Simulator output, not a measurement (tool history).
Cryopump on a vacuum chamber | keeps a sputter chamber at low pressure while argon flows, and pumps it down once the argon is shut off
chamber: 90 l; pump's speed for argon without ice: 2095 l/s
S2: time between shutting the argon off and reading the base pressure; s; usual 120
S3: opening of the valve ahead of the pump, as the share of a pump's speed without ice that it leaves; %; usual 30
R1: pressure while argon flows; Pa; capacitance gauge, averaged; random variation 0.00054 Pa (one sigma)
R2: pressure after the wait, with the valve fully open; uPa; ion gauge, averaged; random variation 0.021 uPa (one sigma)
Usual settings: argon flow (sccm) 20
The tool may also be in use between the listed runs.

Run 1, hour 0: usual settings. Result: R1 0.0578 Pa, R2 0.71 uPa.
Run 2, hour 97.3: usual settings. Result: R1 0.0575 Pa, R2 0.74 uPa.
Run 3, hour 223: usual settings. Result: R1 0.0568 Pa, R2 0.84 uPa.
Run 4, hour 294.3: usual settings but S2 260 s. Result: R1 0.0568 Pa, R2 0.68 uPa.
Run 5, hour 395: usual settings but S2 260 s. Result: R1 0.0581 Pa, R2 0.8 uPa.
Run 6, hour 511.3: usual settings but S2 260 s. Result: R1 0.058 Pa, R2 0.89 uPa.
Run 7, hour 578.4: usual settings but S2 260 s. Result: R1 0.0591 Pa, R2 0.9 uPa.
Run 8, hour 636.7: usual settings but S2 260 s. Result: R1 0.0595 Pa, R2 0.92 uPa.
Run 9, hour 763.1: usual settings but S2 260 s. Result: R1 0.0594 Pa, R2 1.1 uPa.
Run 10, hour 836.3: usual settings. Result: R1 0.0604 Pa, R2 1.27 uPa.
Run 11, hour 941.1: usual settings. Result: R1 0.0608 Pa, R2 1.4 uPa.
At hour 1025.4: leaking fittings of the chamber tightened, without venting.
Run 12, hour 1042.6: usual settings but argon flow (sccm) 9. Result: R1 0.0278 Pa, R2 0.65 uPa.
At hour 1149: pump warmed up, emptied and cooled again.
Run 13, hour 1149: usual settings but argon flow (sccm) 11. Result: R1 0.0297 Pa, R2 0.58 uPa.
Run 14, hour 1203.6: usual settings but argon flow (sccm) 11. Result: R1 0.0296 Pa, R2 0.61 uPa.
Run 15, hour 1325.2: usual settings but argon flow (sccm) 11. Result: R1 0.0299 Pa, R2 0.66 uPa.
Run 16, hour 1393.4: usual settings but argon flow (sccm) 11. Result: R1 0.03 Pa, R2 0.68 uPa.
Run 17, hour 1475.9: usual settings but argon flow (sccm) 11. Result: R1 0.0309 Pa, R2 0.72 uPa.
Run 18, hour 1552.6: usual settings but argon flow (sccm) 17, S2 101 s, S3 37 %. Result: R1 0.04 Pa, R2 0.91 uPa.
Run 19, hour 1609.7: usual settings but S2 26 s. Result: R1 0.0558 Pa, R2 2.09 uPa.
Run 20, hour 1721.1: usual settings but argon flow (sccm) 11, S3 25 %. Result: R1 0.0371 Pa, R2 0.92 uPa.
Run 21, hour 1789.5: usual settings but argon flow (sccm) 16, S2 114 s, S3 53 %. Result: R1 0.0276 Pa, R2 1 uPa.
Run 22, hour 1867.1: usual settings but argon flow (sccm) 16, S2 114 s, S3 53 %. Result: R1 0.0271 Pa, R2 1.02 uPa.
Run 23, hour 1959.7: usual settings but argon flow (sccm) 9, S2 59 s, S3 44 %. Result: R1 0.0188 Pa, R2 1.38 uPa.
Run 24, hour 2012.2: usual settings but argon flow (sccm) 9, S2 59 s, S3 44 %. Result: R1 0.0191 Pa, R2 1.46 uPa.
Run 25, hour 2074.5: usual settings but argon flow (sccm) 9, S2 59 s, S3 44 %. Result: R1 0.0185 Pa, R2 1.47 uPa.
Run 26, hour 2201.4: usual settings but argon flow (sccm) 9, S2 59 s, S3 44 %. Result: R1 0.0182 Pa, R2 1.66 uPa.
Run 27, hour 2322.1: usual settings but argon flow (sccm) 9, S2 59 s, S3 44 %. Result: R1 0.0196 Pa, R2 1.69 uPa.

The next listed run, before its measurement:
Run 28, hour 2400.6: usual settings but argon flow (sccm) 9, S2 59 s, S3 44 %. Result: R1 ?, R2 ?.

R1: 0.0189 Pa
R2: 1.8 uPa
Without the tool's hidden state the same run would have given R1 0.016 Pa, R2 0.85 uPa.
